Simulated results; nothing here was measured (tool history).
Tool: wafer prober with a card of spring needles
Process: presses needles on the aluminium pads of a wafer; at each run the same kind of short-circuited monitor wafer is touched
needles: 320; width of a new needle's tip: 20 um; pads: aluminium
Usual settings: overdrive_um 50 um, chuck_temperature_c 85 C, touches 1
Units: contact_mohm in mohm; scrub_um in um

{"run": 1, "hour": 0.0, "overdrive_um": 50, "chuck_temperature_c": 85, "touches": 1, "contact_mohm": 153, "scrub_um": 7.64}
{"run": 2, "hour": 34.4, "overdrive_um": 50, "chuck_temperature_c": 85, "touches": 1, "contact_mohm": 171, "scrub_um": 7.61}
{"run": 3, "hour": 62.5, "overdrive_um": 50, "chuck_temperature_c": 85, "touches": 2, "contact_mohm": 149, "scrub_um": 7.59}
{"run": 4, "hour": 87.4, "overdrive_um": 53, "chuck_temperature_c": 85, "touches": 1, "contact_mohm": 138, "scrub_um": 7.99}
{"run": 5, "hour": 111.0, "overdrive_um": 53, "chuck_temperature_c": 85, "touches": 1, "contact_mohm": 160, "scrub_um": 8}
{"run": 6, "hour": 132.4, "overdrive_um": 53, "chuck_temperature_c": 85, "touches": 1, "contact_mohm": 165, "scrub_um": 8.02}
{"run": 7, "hour": 169.0, "overdrive_um": 50, "chuck_temperature_c": 85, "touches": 2, "contact_mohm": 148, "scrub_um": 7.53}
{"run": 8, "hour": 191.0, "overdrive_um": 50, "chuck_temperature_c": 85, "touches": 2, "contact_mohm": 157, "scrub_um": 7.52}
{"run": 9, "hour": 225.7, "overdrive_um": 59, "chuck_temperature_c": 85, "touches": 2, "contact_mohm": 128, "scrub_um": 8.87}
{"run": 10, "hour": 242.2, "overdrive_um": 59, "chuck_temperature_c": 85, "touches": 2, "contact_mohm": 148, "scrub_um": 8.83}
{"run": 11, "hour": 274.2, "overdrive_um": 59, "chuck_temperature_c": 85, "touches": 2, "contact_mohm": 132, "scrub_um": 8.8}
{"run": 12, "hour": 311.8, "overdrive_um": 62, "chuck_temperature_c": 31, "touches": 2, "contact_mohm": 138, "scrub_um": 9.23}
{"run": 13, "hour": 348.0, "overdrive_um": 50, "chuck_temperature_c": 85, "touches": 2, "contact_mohm": 150, "scrub_um": 7.39}
{"run": 14, "hour": 382.8, "overdrive_um": 39, "chuck_temperature_c": 92, "touches": 2, "contact_mohm": 148, "scrub_um": 5.99}
{"run": 15, "hour": 405.2, "overdrive_um": 50, "chuck_temperature_c": 38, "touches": 2, "contact_mohm": 144, "scrub_um": 7.68}
{"run": 16, "hour": 427.1, "overdrive_um": 61, "chuck_temperature_c": 70, "touches": 3, "contact_mohm": 136, "scrub_um": 9.33}
{"run": 17, "hour": 448.1, "overdrive_um": 50, "chuck_temperature_c": 61, "touches": 3, "contact_mohm": 141, "scrub_um": 7.61}
{"run": 18, "hour": 485.1, "overdrive_um": 50, "chuck_temperature_c": 61, "touches": 3, "contact_mohm": 140, "scrub_um": 7.6}
{"run": 19, "hour": 523.6, "overdrive_um": 53, "chuck_temperature_c": 84, "touches": 2, "contact_mohm": 135, "scrub_um": 8.03}
{"run": 20, "hour": 551.3, "overdrive_um": 53, "chuck_temperature_c": 84, "touches": 2, "contact_mohm": 138, "scrub_um": 8.01}
{"run": 21, "hour": 586.7, "overdrive_um": 53, "chuck_temperature_c": 84, "touches": 2, "contact_mohm": 152, "scrub_um": 7.98}
{"run": 22, "hour": 627.0, "overdrive_um": 53, "chuck_temperature_c": 84, "touches": 2, "contact_mohm": 157, "scrub_um": 7.96}

Taken out of this log: 64 entries between the listed runs. Where each belongs, and how the hidden state differs across it:
Between runs 1 and 2: tips cleaned on abrasive film (hour 6.4); tips cleaned on abrasive film (hour 16.1); tips cleaned on abrasive film (hour 26.7)
  debris on the tips, nm: 35.1 -> 72.1; way that the needles fall short of the set height, um: 0.25 -> 0.41; tips' diameter, um: 20.76 -> 20.82
  measured less the result without the state, contact_mohm: +20 -> +40 mohm; scrub_um: -0.04 -> -0.06 um
Between runs 2 and 3: tips cleaned on abrasive film (hour 36.6); tips cleaned on abrasive film (hour 46.9); tips cleaned on abrasive film (hour 57.3)
  debris on the tips, nm: 72.1 -> 52.7; way that the needles fall short of the set height, um: 0.41 -> 0.54; tips' diameter, um: 20.82 -> 20.87
  measured less the result without the state, contact_mohm: +40 -> +18 mohm; scrub_um: -0.06 -> -0.08 um
Between runs 3 and 4: tips cleaned on abrasive film (hour 66.8); tips cleaned on abrasive film (hour 77.1); tips cleaned on abrasive film (hour 87)
  debris on the tips, nm: 52.7 -> 12.1; way that the needles fall short of the set height, um: 0.54 -> 0.69; tips' diameter, um: 20.87 -> 20.92
  measured less the result without the state, contact_mohm: +18 -> +7 mohm; scrub_um: -0.08 -> -0.11 um
Between runs 4 and 5: tips cleaned on abrasive film (hour 95.9); tips cleaned on abrasive film (hour 106.3)
  debris on the tips, nm: 12.1 -> 51.8; way that the needles fall short of the set height, um: 0.69 -> 0.8; tips' diameter, um: 20.92 -> 20.96
  measured less the result without the state, contact_mohm: +7 -> +27 mohm; scrub_um: -0.11 -> -0.12 um
Between runs 5 and 6: tips cleaned on abrasive film (hour 115.3); tips cleaned on abrasive film (hour 125.5)
  debris on the tips, nm: 51.8 -> 65.7; way that the needles fall short of the set height, um: 0.8 -> 0.9; tips' diameter, um: 20.96 -> 20.99
  measured less the result without the state, contact_mohm: +27 -> +34 mohm; scrub_um: -0.12 -> -0.14 um
Between runs 6 and 7: tips cleaned on abrasive film (hour 134.6); tips cleaned on abrasive film (hour 144.6); tips cleaned on abrasive film (hour 155.1); tips cleaned on abrasive film (hour 165.7)
  debris on the tips, nm: 65.7 -> 44.1; way that the needles fall short of the set height, um: 0.9 -> 1.07; tips' diameter, um: 20.99 -> 21.05
  measured less the result without the state, contact_mohm: +34 -> +17 mohm; scrub_um: -0.14 -> -0.16 um
Between runs 7 and 8: tips cleaned on abrasive film (hour 174.5); tips cleaned on abrasive film (hour 184.7)
  debris on the tips, nm: 44.1 -> 65.6; way that the needles fall short of the set height, um: 1.07 -> 1.17; tips' diameter, um: 21.05 -> 21.09
  measured less the result without the state, contact_mohm: +17 -> +24 mohm; scrub_um: -0.16 -> -0.18 um
Between runs 8 and 9: tips cleaned on abrasive film (hour 195.3); tips cleaned on abrasive film (hour 205.6); tips cleaned on abrasive film (hour 215.4); tips cleaned on abrasive film (hour 225.7)
  debris on the tips, nm: 65.6 -> 7.7; way that the needles fall short of the set height, um: 1.17 -> 1.38; tips' diameter, um: 21.09 -> 21.16
  measured less the result without the state, contact_mohm: +24 -> +3 mohm; scrub_um: -0.18 -> -0.21 um
Between runs 9 and 10: tips cleaned on abrasive film (hour 234.2)
  debris on the tips, nm: 7.7 -> 68.2; way that the needles fall short of the set height, um: 1.38 -> 1.44; tips' diameter, um: 21.16 -> 21.18
  measured less the result without the state, contact_mohm: +3 -> +19 mohm; scrub_um: -0.21 -> -0.22 um
Between runs 10 and 11: tips cleaned on abrasive film (hour 244.4); tips cleaned on abrasive film (hour 254.5); tips cleaned on abrasive film (hour 264.6); tips cleaned on abrasive film (hour 274.2)
  debris on the tips, nm: 68.2 -> 7.9; way that the needles fall short of the set height, um: 1.44 -> 1.61; tips' diameter, um: 21.18 -> 21.24
  measured less the result without the state, contact_mohm: +19 -> +4 mohm; scrub_um: -0.22 -> -0.25 um
Between runs 11 and 12: tips cleaned on abrasive film (hour 284.4); tips cleaned on abrasive film (hour 294.9); tips cleaned on abrasive film (hour 305.1)
  debris on the tips, nm: 7.9 -> 63; way that the needles fall short of the set height, um: 1.61 -> 1.76; tips' diameter, um: 21.24 -> 21.3
  measured less the result without the state, contact_mohm: +4 -> +17 mohm; scrub_um: -0.25 -> -0.27 um
Between runs 12 and 13: tips cleaned on abrasive film (hour 314); tips cleaned on abrasive film (hour 324.2); tips cleaned on abrasive film (hour 334.5); tips cleaned on abrasive film (hour 344.6)
  debris on the tips, nm: 63 -> 43.7; way that the needles fall short of the set height, um: 1.76 -> 1.94; tips' diameter, um: 21.3 -> 21.36
  measured less the result without the state, contact_mohm: +17 -> +18 mohm; scrub_um: -0.27 -> -0.3 um
Between runs 13 and 14: tips cleaned on abrasive film (hour 354.4); tips cleaned on abrasive film (hour 362.9); height of the first contact set anew (hour 365.3); tips cleaned on abrasive film (hour 373.4); tips cleaned on abrasive film (hour 382.8)
  debris on the tips, nm: 43.7 -> 6.4; way that the needles fall short of the set height, um: 1.94 -> 0.08; tips' diameter, um: 21.36 -> 21.42
  measured less the result without the state, contact_mohm: +18 -> +5 mohm; scrub_um: -0.3 -> -0.01 um
Between runs 14 and 15: tips cleaned on abrasive film (hour 391.3); tips cleaned on abrasive film (hour 401.7)
  debris on the tips, nm: 6.4 -> 45.6; way that the needles fall short of the set height, um: 0.08 -> 0.17; tips' diameter, um: 21.42 -> 21.45
  measured less the result without the state, contact_mohm: +5 -> +18 mohm; scrub_um: -0.01 -> -0.02 um
Between runs 15 and 16: tips cleaned on abrasive film (hour 410.9); tips cleaned on abrasive film (hour 421.1)
  debris on the tips, nm: 45.6 -> 63; way that the needles fall short of the set height, um: 0.17 -> 0.28; tips' diameter, um: 21.45 -> 21.48
  measured less the result without the state, contact_mohm: +18 -> +10 mohm; scrub_um: -0.02 -> -0.05 um
Between runs 16 and 17: tips cleaned on abrasive film (hour 431.4); tips cleaned on abrasive film (hour 441.7)
  debris on the tips, nm: 63 -> 63.4; way that the needles fall short of the set height, um: 0.28 -> 0.38; tips' diameter, um: 21.48 -> 21.52
  measured less the result without the state, contact_mohm: +10 -> +15 mohm; scrub_um: -0.05 -> -0.06 um
Between runs 17 and 18: tips cleaned on abrasive film (hour 450.3); tips cleaned on abrasive film (hour 460.9); tips cleaned on abrasive film (hour 471.4); tips cleaned on abrasive film (hour 481.5)
  debris on the tips, nm: 63.4 -> 42.2; way that the needles fall short of the set height, um: 0.38 -> 0.57; tips' diameter, um: 21.52 -> 21.59
  measured less the result without the state, contact_mohm: +15 -> +11 mohm; scrub_um: -0.06 -> -0.09 um
Between runs 18 and 19: tips cleaned on abrasive film (hour 491.5); tips cleaned on abrasive film (hour 502.1); tips cleaned on abrasive film (hour 512.7); tips cleaned on abrasive film (hour 523)
  debris on the tips, nm: 42.2 -> 12.4; way that the needles fall short of the set height, um: 0.57 -> 0.72; tips' diameter, um: 21.59 -> 21.64
  measured less the result without the state, contact_mohm: +11 -> +6 mohm; scrub_um: -0.09 -> -0.11 um
Between runs 19 and 20: tips cleaned on abrasive film (hour 531.8); tips cleaned on abrasive film (hour 542.4); tips cleaned on abrasive film (hour 550.9)
  debris on the tips, nm: 12.4 -> 9; way that the needles fall short of the set height, um: 0.72 -> 0.87; tips' diameter, um: 21.64 -> 21.69
  measured less the result without the state, contact_mohm: +6 -> +5 mohm; scrub_um: -0.11 -> -0.14 um
Between runs 20 and 21: tips cleaned on abrasive film (hour 559.8); tips cleaned on abrasive film (hour 570.1); tips cleaned on abrasive film (hour 580.7)
  debris on the tips, nm: 9 -> 63; way that the needles fall short of the set height, um: 0.87 -> 1.02; tips' diameter, um: 21.69 -> 21.75
  measured less the result without the state, contact_mohm: +5 -> +22 mohm; scrub_um: -0.14 -> -0.16 um
Between runs 21 and 22: tips cleaned on abrasive film (hour 590.5); tips cleaned on abrasive film (hour 600.8); tips cleaned on abrasive film (hour 611.2); tips cleaned on abrasive film (hour 621.6)
  debris on the tips, nm: 63 -> 58.5; way that the needles fall short of the set height, um: 1.02 -> 1.19; tips' diameter, um: 21.75 -> 21.8
  measured less the result without the state, contact_mohm: +22 -> +22 mohm; scrub_um: -0.16 -> -0.18 um
